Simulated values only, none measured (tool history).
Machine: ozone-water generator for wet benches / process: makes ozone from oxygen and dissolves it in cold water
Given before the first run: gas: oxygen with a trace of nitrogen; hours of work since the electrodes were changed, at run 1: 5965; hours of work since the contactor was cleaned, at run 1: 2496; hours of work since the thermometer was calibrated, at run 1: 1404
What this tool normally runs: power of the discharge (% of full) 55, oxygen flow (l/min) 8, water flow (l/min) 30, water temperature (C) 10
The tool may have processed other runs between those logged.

| run | hour | power of the discharge (% of full) | oxygen flow (l/min) | water flow (l/min) | water temperature (C) | hours of work since the electrodes were changed | hours of work since the contactor was cleaned | hours of work since the thermometer was calibrated | dissolved ozone (ppm) | ozone in the gas ahead of the water (g/m3) |
|---|---|---|---|---|---|---|---|---|---|---|
| 1 | 0 | 55 | 8 | 30 | 10 | 5965 | 2496 | 1404 | 11.9 | 88.1 |
| 2 | 192.5 | 55 | 8 | 30 | 10 | 6116 | 2648 | 1555 | 11.7 | 88.7 |
| 3 | 401 | 55 | 8 | 30 | 10 | 6280 | 2811 | 1719 | 11.6 | 86.8 |
| 4 | 556.1 | 55 | 5 | 30 | 10 | 6401 | 2933 | 1841 | 10.9 | 113.2 |
| 5 | 653.6 | 55 | 5 | 30 | 10 | 6478 | 3010 | 1918 | 11 | 111.6 |
| 6 | 824.6 | 55 | 5 | 30 | 10 | 6612 | 3144 | 2052 | 10.6 | 110.5 |
|  | 941.7 | electrodes of the discharge changed |
| 7 | 981.8 | 67 | 8 | 30 | 10 | 31 | 3263 | 2171 | 18 | 136.3 |
| 8 | 1175.3 | 67 | 8 | 30 | 10 | 184 | 3415 | 2323 | 17.7 | 135.9 |
| 9 | 1365.3 | 55 | 8 | 30 | 10 | 333 | 3564 | 2472 | 15 | 115 |
| 10 | 1501.3 | 55 | 8 | 30 | 10 | 440 | 3671 | 2579 | 14.8 | 114.8 |
|  | 1520 | contactor cleaned |
|  | 1709.7 | water thermometer calibrated |
| 11 | 1744 | 55 | 8 | 30 | 10 | 627 | 176 | 27 | 14.2 | 113.2 |
| 12 | 1867.4 | 55 | 8 | 30 | 10 | 724 | 273 | 124 | 14.1 | 114 |
| 13 | 2036.5 | 55 | 8 | 30 | 10 | 857 | 405 | 257 | 13.9 | 111.5 |
| 14 | 2209 | 55 | 8 | 30 | 10 | 992 | 541 | 392 | 13.9 | 111.6 |
|  | 2337.8 | contactor cleaned, once more |
| 15 | 2337.8 | 55 | 8 | 30 | 10 | 1090 | 0 | 490 | 15.4 | 111.1 |
| 16 | 2513.2 | 55 | 8 | 25 | 10 | 1228 | 138 | 628 | 17.4 | 110.5 |
| 17 | 2711.6 | 55 | 12.88 | 25 | 10 | 1384 | 294 | 784 | 16.8 | 83 |
| 18 | 2933.4 | 47 | 8 | 22 | 10 | 1558 | 468 | 958 | 16.4 | 97.3 |
| 19 | 3100.6 | 47 | 12.67 | 23 | 10 | 1689 | 599 | 1090 | 15.4 | 74.8 |
| 20 | 3199.9 | 55 | 9.39 | 40 | 5 | 1767 | 677 | 1168 | 12.2 | 99.7 |
| 21 | 3402 | 55 | 9.39 | 40 | 5 | 1926 | 836 | 1326 | 12 | 97.7 |
| 22 | 3538.4 | 55 | 9.39 | 19 | 10 | 2033 | 943 | 1434 | 19.8 | 96.7 |
| 23 | 3708.1 | 55 | 8 | 31 | 14 | 2167 | 1077 | 1567 | 13.2 | 106.3 |
| 24 | 3823.7 | 86 | 13.51 | 32 | 11 | 2258 | 1168 | 1658 | 18.6 | 110.4 |
| 25 | 4050.2 | 86 | 13.51 | 32 | 11 | 2436 | 1345 | 1836 | 18.4 | 108.3 |
| 26 | 4173.3 | 86 | 13.51 | 32 | 11 | 2532 | 1442 | 1932 | 18.1 | 108.7 |
| 27 | 4395.5 | 41 | 4.22 | 45 | 17 | 2707 | 1617 | 2107 | 6.6 | 120.4 |
| 28 | 4630.1 | 41 | 4.22 | 45 | 17 | 2891 | 1801 | 2291 | 6.5 | 118.8 |
| 29 | 4801.1 | 41 | 4.22 | 45 | 17 | 3026 | 1935 | 2426 | 6.6 | 117.6 |
| 30 | 4939.7 | 41 | 4.22 | 45 | 17 | 3134 | 2044 | 2535 | 6.4 | 117.2 |
| 31 | 5082.2 | 51 | 4.22 | 45 | 9 | 3246 | 2156 | 2647 | 8 | 137.2 |
|  | 5208.6 | water thermometer calibrated |
| 32 | 5225.1 | 51 | 4.22 | 45 | 9 | 3358 | 2268 | 13 | 8.1 | 136 |

How would selected steps in dissolved ozone (ppm) from run to run divide? Give the signed amount a tool lacking its hidden state would still show from settings, what came in and random variation, and the signed amount left for the hidden state, including any gauge scatter that is not in both of the compared results.
Unlogged tool condition in this case: yield of the discharge, % of new electrodes'; contactor's efficiency, % of a clean one's; true water temperature over the reading, C; drift of the gauge itself on ozone_ppm, %; drift of the gauge itself on gas_g_m3, %.
Run 6 -> 7: power of the discharge (% of full) 55 -> 67, oxygen flow (l/min) 5 -> 8, electrodes of the discharge changed. dissolved ozone (ppm) +7.4: hidden state +3.5, all else +3.9.
Run 21 -> 22: water flow (l/min) 40 -> 19, water temperature (C) 5 -> 10. dissolved ozone (ppm) +7.8: hidden state -0.8, all else +8.6.
Run 23 -> 24: power of the discharge (% of full) 55 -> 86, oxygen flow (l/min) 8 -> 13.51, water flow (l/min) 31 -> 32, water temperature (C) 14 -> 11. dissolved ozone (ppm) +5.4: hidden state -1.7, all else +7.1.
Run 26 -> 27: power of the discharge (% of full) 86 -> 41, oxygen flow (l/min) 13.51 -> 4.22, water flow (l/min) 32 -> 45, water temperature (C) 11 -> 17. dissolved ozone (ppm) -11.5: hidden state +2.8, all else -14.3.
